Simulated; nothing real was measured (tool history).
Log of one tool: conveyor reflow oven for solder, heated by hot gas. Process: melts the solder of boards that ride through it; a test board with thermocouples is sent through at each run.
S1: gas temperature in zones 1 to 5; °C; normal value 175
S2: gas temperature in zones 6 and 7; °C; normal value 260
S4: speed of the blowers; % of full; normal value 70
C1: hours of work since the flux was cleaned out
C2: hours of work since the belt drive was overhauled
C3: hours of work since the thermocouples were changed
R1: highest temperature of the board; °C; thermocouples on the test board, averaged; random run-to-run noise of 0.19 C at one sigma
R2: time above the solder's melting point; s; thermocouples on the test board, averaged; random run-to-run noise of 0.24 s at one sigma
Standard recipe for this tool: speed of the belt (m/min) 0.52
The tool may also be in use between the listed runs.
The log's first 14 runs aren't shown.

{"run": 15, "hour": 222.4, "S1": 175, "S2": 260, "speed of the belt (m/min)": 0.555, "S4": 70, "C1": 29, "C2": 188, "C3": 645, "R1": 242.5, "R2": 55.1}
{"run": 16, "hour": 237.8, "S1": 175, "S2": 260, "speed of the belt (m/min)": 0.555, "S4": 70, "C1": 40, "C2": 198, "C3": 656, "R1": 242.3, "R2": 55.1}
{"hour": 259.6, "done": "flux residue cleaned out of gas plates and filters, once more"}
{"run": 17, "hour": 263.5, "S1": 175, "S2": 260, "speed of the belt (m/min)": 0.555, "S4": 70, "C1": 3, "C2": 213, "C3": 670, "R1": 243.7, "R2": 57.4}
{"run": 18, "hour": 277.9, "S1": 175, "S2": 260, "speed of the belt (m/min)": 0.555, "S4": 70, "C1": 13, "C2": 223, "C3": 680, "R1": 243.6, "R2": 57}
{"run": 19, "hour": 292.3, "S1": 175, "S2": 260, "speed of the belt (m/min)": 0.555, "S4": 70, "C1": 23, "C2": 233, "C3": 690, "R1": 243.3, "R2": 57.3}
{"run": 20, "hour": 306.0, "S1": 175, "S2": 256, "speed of the belt (m/min)": 0.52, "S4": 70, "C1": 33, "C2": 243, "C3": 700, "R1": 242.2, "R2": 60.7}
{"run": 21, "hour": 318.9, "S1": 175, "S2": 256, "speed of the belt (m/min)": 0.52, "S4": 70, "C1": 41, "C2": 252, "C3": 709, "R1": 241.9, "R2": 60.2}
{"run": 22, "hour": 342.3, "S1": 186, "S2": 250, "speed of the belt (m/min)": 0.564, "S4": 81, "C1": 58, "C2": 268, "C3": 725, "R1": 238.4, "R2": 56.9}
{"run": 23, "hour": 364.1, "S1": 164, "S2": 257, "speed of the belt (m/min)": 0.514, "S4": 54, "C1": 73, "C2": 283, "C3": 740, "R1": 237.3, "R2": 48.2}
{"run": 24, "hour": 387.2, "S1": 164, "S2": 257, "speed of the belt (m/min)": 0.514, "S4": 54, "C1": 89, "C2": 299, "C3": 757, "R1": 236.9, "R2": 48}
{"run": 25, "hour": 399.1, "S1": 163, "S2": 255, "speed of the belt (m/min)": 0.52, "S4": 64, "C1": 98, "C2": 308, "C3": 765, "R1": 237.8, "R2": 48.4}
{"run": 26, "hour": 419.5, "S1": 185, "S2": 265, "speed of the belt (m/min)": 0.55, "S4": 81, "C1": 112, "C2": 322, "C3": 779, "R1": 251.6, "R2": 70.6}
{"run": 27, "hour": 441.7, "S1": 169, "S2": 260, "speed of the belt (m/min)": 0.52, "S4": 70, "C1": 127, "C2": 338, "C3": 795, "R1": 244.1, "R2": 59.2}
{"run": 28, "hour": 458.0, "S1": 184, "S2": 269, "speed of the belt (m/min)": 0.46, "S4": 55, "C1": 139, "C2": 349, "C3": 806, "R1": 254.4, "R2": 86.7}
{"run": 29, "hour": 469.2, "S1": 175, "S2": 265, "speed of the belt (m/min)": 0.52, "S4": 71, "C1": 147, "C2": 357, "C3": 814, "R1": 249.4, "R2": 67.6}
{"run": 30, "hour": 483.3, "S1": 175, "S2": 265, "speed of the belt (m/min)": 0.52, "S4": 71, "C1": 157, "C2": 367, "C3": 824, "R1": 249.6, "R2": 67.9}
{"run": 31, "hour": 495.6, "S1": 175, "S2": 265, "speed of the belt (m/min)": 0.52, "S4": 71, "C1": 165, "C2": 375, "C3": 832, "R1": 249.5, "R2": 67.8}
{"run": 32, "hour": 508.8, "S1": 175, "S2": 265, "speed of the belt (m/min)": 0.52, "S4": 71, "C1": 174, "C2": 385, "C3": 842, "R1": 249.5, "R2": 67.4}

3 ways to go on from here, each from the tool as it stands after run 32. What would each give?
{"run": "A", "hour": 529.5, "S1": 175, "S2": 265, "speed of the belt (m/min)": 0.499, "S4": 71, "C1": 189, "C2": 399, "C3": 856, "R1": "?", "R2": "?"}
{"run": "B", "hour": 529.5, "S1": 169, "S2": 265, "speed of the belt (m/min)": 0.52, "S4": 71, "C1": 189, "C2": 399, "C3": 856, "R1": "?", "R2": "?"}
{"run": "C", "hour": 529.5, "S1": 175, "S2": 260, "speed of the belt (m/min)": 0.52, "S4": 73, "C1": 189, "C2": 399, "C3": 856, "R1": "?", "R2": "?"}

run=A R1=250.7 R2=72.1
run=B R1=248.5 R2=64.3
run=C R1=245.4 R2=64.1
Had the tool no hidden state, the same runs would have come out as:
run=A R1=252 R2=73
run=B R1=250 R2=65.4
run=C R1=246.8 R2=65.3

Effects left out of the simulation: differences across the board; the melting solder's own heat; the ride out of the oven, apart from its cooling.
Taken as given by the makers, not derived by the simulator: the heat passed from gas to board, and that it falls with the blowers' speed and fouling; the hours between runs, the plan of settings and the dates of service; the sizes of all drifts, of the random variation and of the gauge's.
